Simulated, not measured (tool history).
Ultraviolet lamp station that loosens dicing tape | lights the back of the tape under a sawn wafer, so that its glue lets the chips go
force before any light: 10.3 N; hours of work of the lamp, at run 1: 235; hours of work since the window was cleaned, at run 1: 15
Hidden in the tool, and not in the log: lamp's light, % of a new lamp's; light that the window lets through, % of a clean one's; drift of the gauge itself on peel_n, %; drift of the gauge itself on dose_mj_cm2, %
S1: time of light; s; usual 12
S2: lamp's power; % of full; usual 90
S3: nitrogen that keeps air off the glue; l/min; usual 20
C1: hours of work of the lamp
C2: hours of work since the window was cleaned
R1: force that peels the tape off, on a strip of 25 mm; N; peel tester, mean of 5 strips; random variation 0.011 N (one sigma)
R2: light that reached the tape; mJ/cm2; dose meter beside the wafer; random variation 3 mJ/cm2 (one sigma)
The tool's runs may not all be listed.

run	hour	S1	S2	S3	C1	C2	R1	R2
1	0	12	90	20	235	15	0.67	399
2	22.3	12	90	20	251	31	0.664	395
3	46.2	12	90	20	268	47	0.698	391
4	60.5	12	90	20	278	57	0.728	389
5	90.7	12	76	20	299	79	1.032	324
6	112.3	12	76	20	314	94	1.068	323
7	131.9	12	76	20	328	107	1.072	314
8	159.4	12	90	20	347	127	0.776	371
# hour 162.8: window cleaned of glue's vapour
9	191	12	90	20	369	20	0.839	356
10	207.5	12	90	20	380	31	0.848	361
11	228.6	6	90	20	395	46	2.688	179
12	242.9	22	76	20	405	56	0.377	551
13	266.7	22	76	20	422	73	0.363	538
14	280.9	22	76	20	431	83	0.381	535
15	294.5	12	77	20	441	92	1.242	292
16	323	9	98	20	461	112	1.441	268
# hour 340.2: window cleaned of glue's vapour, once more
17	348.2	9	98	20	478	6	1.321	282
18	374.8	8	65	28	497	24	2.497	160
19	389.7	8	65	28	507	35	2.603	164
20	417.1	8	90	18	526	54	2.076	226
21	436	14	72	38	540	67	0.738	307
22	464.7	19	64	20	560	87	0.821	366

Forecast each of these 5 alternatives for the next run:
A	479.9	12	90	32	570	98	?	?
B	479.9	22	90	20	570	98	?	?
C	479.9	10	63	11	570	98	?	?
D	479.9	6	90	21	570	98	?	?
E	479.9	6	90	7	570	98	?	?

run	R1	R2
A	0.722	319
B	0.317	593
C	3.506	186
D	3.053	160
E	4.774	159
Without the tool's hidden state the same runs would have given:
run	R1	R2
A	0.361	453
B	0.229	841
C	2.266	264
D	1.885	227
E	3.477	226

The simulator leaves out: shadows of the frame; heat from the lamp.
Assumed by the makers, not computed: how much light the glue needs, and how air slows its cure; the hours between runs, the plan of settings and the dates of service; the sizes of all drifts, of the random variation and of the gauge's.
